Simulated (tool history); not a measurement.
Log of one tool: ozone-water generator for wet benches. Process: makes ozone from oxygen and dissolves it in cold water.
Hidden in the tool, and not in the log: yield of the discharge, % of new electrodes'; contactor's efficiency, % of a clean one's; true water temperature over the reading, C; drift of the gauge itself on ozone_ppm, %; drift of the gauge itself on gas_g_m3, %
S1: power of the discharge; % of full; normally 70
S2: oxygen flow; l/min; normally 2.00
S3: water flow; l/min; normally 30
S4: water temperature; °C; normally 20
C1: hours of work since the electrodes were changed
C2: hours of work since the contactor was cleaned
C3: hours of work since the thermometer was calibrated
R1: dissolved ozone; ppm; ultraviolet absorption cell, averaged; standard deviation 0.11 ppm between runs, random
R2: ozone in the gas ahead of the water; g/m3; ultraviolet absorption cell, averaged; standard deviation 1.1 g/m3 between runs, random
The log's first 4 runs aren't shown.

{"run": 5, "day": 5.379, "S1": 70, "S2": 2.0, "S3": 30, "S4": 20, "C1": 564, "C2": 3729, "C3": 3835, "R1": 7.1, "R2": 195.7}
{"run": 6, "day": 6.912, "S1": 70, "S2": 2.0, "S3": 30, "S4": 20, "C1": 587, "C2": 3752, "C3": 3858, "R1": 7.1, "R2": 197.9}
{"run": 7, "day": 7.708, "S1": 70, "S2": 2.0, "S3": 30, "S4": 20, "C1": 599, "C2": 3764, "C3": 3870, "R1": 6.9, "R2": 196.5}
{"run": 8, "day": 8.442, "S1": 79, "S2": 2.0, "S3": 30, "S4": 20, "C1": 610, "C2": 3775, "C3": 3881, "R1": 7.7, "R2": 216.2}
{"run": 9, "day": 9.788, "S1": 79, "S2": 2.0, "S3": 30, "S4": 20, "C1": 630, "C2": 3796, "C3": 3901, "R1": 7.6, "R2": 217.4}
{"run": 10, "day": 11.45, "S1": 79, "S2": 2.0, "S3": 30, "S4": 20, "C1": 655, "C2": 3821, "C3": 3927, "R1": 7.6, "R2": 216.6}
{"run": 11, "day": 13.142, "S1": 79, "S2": 2.0, "S3": 30, "S4": 21, "C1": 681, "C2": 3846, "C3": 3952, "R1": 7.5, "R2": 216.9}
{"run": 12, "day": 14.738, "S1": 79, "S2": 2.0, "S3": 30, "S4": 21, "C1": 705, "C2": 3870, "C3": 3976, "R1": 7.4, "R2": 216.3}
{"run": 13, "day": 16.354, "S1": 79, "S2": 2.0, "S3": 34, "S4": 21, "C1": 729, "C2": 3895, "C3": 4001, "R1": 6.7, "R2": 214.1}
{"run": 14, "day": 17.717, "S1": 79, "S2": 2.0, "S3": 34, "S4": 21, "C1": 750, "C2": 3915, "C3": 4021, "R1": 6.6, "R2": 212.2}
{"run": 15, "day": 18.625, "S1": 82, "S2": 2.0, "S3": 30, "S4": 20, "C1": 764, "C2": 3929, "C3": 4035, "R1": 7.8, "R2": 217.9}
{"run": 16, "day": 20.138, "S1": 82, "S2": 2.0, "S3": 30, "S4": 20, "C1": 786, "C2": 3952, "C3": 4058, "R1": 7.9, "R2": 219.6}
{"run": 17, "day": 20.942, "S1": 52, "S2": 2.0, "S3": 30, "S4": 20, "C1": 798, "C2": 3964, "C3": 4070, "R1": 5.4, "R2": 151.5}
{"day": 21.642, "done": "gauge calibrated"}
{"run": 18, "day": 21.962, "S1": 70, "S2": 2.0, "S3": 27, "S4": 26, "C1": 814, "C2": 3979, "C3": 4085, "R1": 7.6, "R2": 198.0}
{"day": 22.7, "done": "water thermometer calibrated"}
{"run": 19, "day": 23.296, "S1": 87, "S2": 1.55, "S3": 30, "S4": 22, "C1": 834, "C2": 3999, "C3": 9, "R1": 7.7, "R2": 268.1}
{"run": 20, "day": 24.762, "S1": 87, "S2": 1.55, "S3": 30, "S4": 22, "C1": 856, "C2": 4021, "C3": 31, "R1": 7.4, "R2": 268.2}

For run 21, what comes out?
{"run": 21, "day": 26.308, "S1": 87, "S2": 1.55, "S3": 30, "S4": 22, "C1": 879, "C2": 4045, "C3": 54, "R1": "?", "R2": "?"}

R1: 7.6 ppm
R2: 267.3 g/m3
If the tool had no hidden condition, the same run with the same run-to-run variation would have returned R1 7.6 ppm, R2 269.0 g/m3.

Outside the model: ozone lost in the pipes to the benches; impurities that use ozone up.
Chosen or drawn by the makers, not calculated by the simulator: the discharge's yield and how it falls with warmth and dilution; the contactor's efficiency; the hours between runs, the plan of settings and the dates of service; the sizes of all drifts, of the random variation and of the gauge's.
